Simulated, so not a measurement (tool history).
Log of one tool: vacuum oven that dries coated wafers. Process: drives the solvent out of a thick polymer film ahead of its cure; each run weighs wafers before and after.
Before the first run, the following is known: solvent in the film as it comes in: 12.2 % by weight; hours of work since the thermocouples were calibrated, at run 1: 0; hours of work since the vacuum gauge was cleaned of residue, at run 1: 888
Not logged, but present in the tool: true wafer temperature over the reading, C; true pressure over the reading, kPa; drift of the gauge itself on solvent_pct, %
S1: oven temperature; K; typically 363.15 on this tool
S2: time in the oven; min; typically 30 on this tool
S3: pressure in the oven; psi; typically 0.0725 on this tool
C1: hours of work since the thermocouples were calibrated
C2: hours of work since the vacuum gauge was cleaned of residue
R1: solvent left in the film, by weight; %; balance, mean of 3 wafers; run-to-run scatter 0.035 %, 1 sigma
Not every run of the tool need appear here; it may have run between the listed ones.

run,hour,S1,S2,S3,C1,C2,R1
1,0,363.15,30,0.0725,0,888,1.68
2,26.9,363.15,52,0.0725,16,903,0.7
3,45.9,363.15,30,0.0725,27,915,1.76
4,64,372.15,30,0.0725,37,925,0.65
5,94.9,363.15,30,0.0547,55,943,1.7
6,128.5,363.15,30,0.0725,75,963,1.77
7,151.1,363.15,34,0.0725,88,976,1.42
8,184,363.15,34,0.0725,107,995,1.44
9,217.3,363.15,33,0.0725,127,1015,1.54
10,242.8,373.15,17,0.1536,142,1029,1.74
11,267.3,357.15,20,0.0373,156,1044,4.27
12,307.6,357.15,20,0.0373,180,1067,4.2
13,346.7,357.15,20,0.2006,202,1090,4.6
14,385.7,359.15,30,0.1585,225,1113,2.8
15,406.7,353.15,20,0.1484,237,1125,5.5
16,431.7,363.15,38,0.0396,252,1140,1.12
17,453.2,363.15,38,0.0396,265,1152,1.17
18,492,363.15,38,0.0396,287,1175,1.2

What if the next run were any one of these 4? Each begins from the tool's condition after run 18:
A,529.9,363.15,30,0.0524,309,1197,?
B,529.9,359.15,32,0.085,309,1197,?
C,529.9,365.15,19,0.0396,309,1197,?
D,529.9,349.15,29,0.1643,309,1197,?

run,R1
A,1.78
B,2.43
C,2.7
D,5.27
Without the tool's hidden state the same runs would have given:
run,R1
A,1.55
B,2.16
C,2.49
D,4.97
